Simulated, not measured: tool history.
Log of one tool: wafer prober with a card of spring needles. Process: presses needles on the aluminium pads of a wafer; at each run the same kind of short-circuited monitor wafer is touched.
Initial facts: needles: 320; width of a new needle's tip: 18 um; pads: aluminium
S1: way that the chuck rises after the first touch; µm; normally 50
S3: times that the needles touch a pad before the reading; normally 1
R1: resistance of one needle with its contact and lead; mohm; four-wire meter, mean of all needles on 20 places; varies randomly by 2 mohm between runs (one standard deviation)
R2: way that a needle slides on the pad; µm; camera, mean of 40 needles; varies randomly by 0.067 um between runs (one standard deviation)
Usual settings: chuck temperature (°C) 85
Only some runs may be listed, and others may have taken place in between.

Run 1, hour 0.0: usual settings. Result: R1 233 mohm, R2 13.47 µm.
At hour 13.2: tips cleaned on abrasive film.
Run 2, hour 13.2: usual settings. Result: R1 229 mohm, R2 13.46 µm.
At hour 27.3: tips cleaned on abrasive film.
Run 3, hour 33.2: usual settings. Result: R1 272 mohm, R2 13.60 µm.
At hour 43.3: tips cleaned on abrasive film.
Run 4, hour 50.7: usual settings but chuck temperature (°C) 66. Result: R1 282 mohm, R2 13.61 µm.
At hour 58.8: tips cleaned on abrasive film.
At hour 67.3: height of the first contact set anew.
At hour 73.6: tips cleaned on abrasive film.
Run 5, hour 75.6: usual settings but chuck temperature (°C) 66. Result: R1 237 mohm, R2 13.90 µm.
At hour 88.6: tips cleaned on abrasive film.
Run 6, hour 101.6: usual settings but chuck temperature (°C) 66. Result: R1 302 mohm, R2 13.89 µm.
At hour 103.3: tips cleaned on abrasive film.
At hour 118.2: tips cleaned on abrasive film.
Run 7, hour 118.2: usual settings but chuck temperature (°C) 66. Result: R1 220 mohm, R2 13.77 µm.
At hour 132.7: tips cleaned on abrasive film.
Run 8, hour 143.0: usual settings but S1 67 µm, chuck temperature (°C) 41. Result: R1 242 mohm, R2 18.45 µm.
At hour 148.3: tips cleaned on abrasive film.
Run 9, hour 158.2: usual settings but S1 67 µm, chuck temperature (°C) 96. Result: R1 251 mohm, R2 18.39 µm.
At hour 163.7: tips cleaned on abrasive film.
Run 10, hour 174.0: usual settings but S1 46 µm, chuck temperature (°C) 115, S3 2. Result: R1 284 mohm, R2 12.71 µm.

Per-run results on a tool with no hidden state, each run keeping its own random variation:
Unlogged tool condition in this case: debris on the tips, nm; way that the needles fall short of the set height, um; tips' diameter, um; drift of the gauge itself on contact_mohm, %; drift of the gauge itself on scrub_um, %.
run   R1     R2
  1  212  13.78
  2  214  13.78
  3  212  13.94
  4  206  13.98
  5  210  13.92
  6  208  13.93
  7  206  13.85
  8  191  18.57
  9  204  18.53
 10  227  12.89
